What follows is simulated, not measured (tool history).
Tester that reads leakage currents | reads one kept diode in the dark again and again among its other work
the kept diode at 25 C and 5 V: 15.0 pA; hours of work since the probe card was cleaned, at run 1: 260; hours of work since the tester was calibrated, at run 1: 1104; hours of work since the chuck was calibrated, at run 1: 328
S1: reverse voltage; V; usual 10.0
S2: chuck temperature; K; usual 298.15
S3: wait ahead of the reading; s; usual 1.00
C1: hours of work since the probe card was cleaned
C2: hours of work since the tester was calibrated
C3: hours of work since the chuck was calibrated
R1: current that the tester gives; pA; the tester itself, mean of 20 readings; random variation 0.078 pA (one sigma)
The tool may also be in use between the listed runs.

run,hour,S1,S2,S3,C1,C2,C3,R1
1,0.0,10.0,298.15,1.00,260,1104,328,19.97
2,36.8,10.0,298.15,8.84,289,1133,357,18.78
3,82.1,10.0,298.15,1.00,324,1168,393,20.05
4,125.2,10.0,298.15,1.00,358,1202,426,20.16
5,159.7,10.0,298.15,1.00,385,1229,453,20.15
6,180.3,10.0,298.15,1.00,401,1245,469,20.09
7,220.5,10.0,298.15,1.00,432,1276,500,20.34
8,251.0,10.0,298.15,1.00,456,1300,524,20.32
9,289.1,10.0,313.15,1.00,486,1330,554,65.91
10,327.2,10.0,313.15,1.00,516,1359,584,65.50
11,348.7,10.0,313.15,1.00,532,1376,601,65.72
# hour 353.5: chuck's temperature calibrated
12,386.4,10.0,313.15,1.00,560,1404,26,80.01
13,432.9,10.0,298.15,1.00,597,1440,62,24.68
14,464.5,10.0,298.15,1.00,621,1465,87,24.81
15,490.1,10.0,304.15,1.00,641,1485,107,38.65
# hour 496.5: probe card cleaned and baked
16,542.7,3.2,296.15,1.00,36,1524,145,13.87

Run 17 comes next. What will it give?
17,588.0,19.5,298.15,1.00,71,1559,181,?

{"run 17": {"R1": 43.26}}
Without the tool's hidden state the same run would have given R1 25.87 pA.
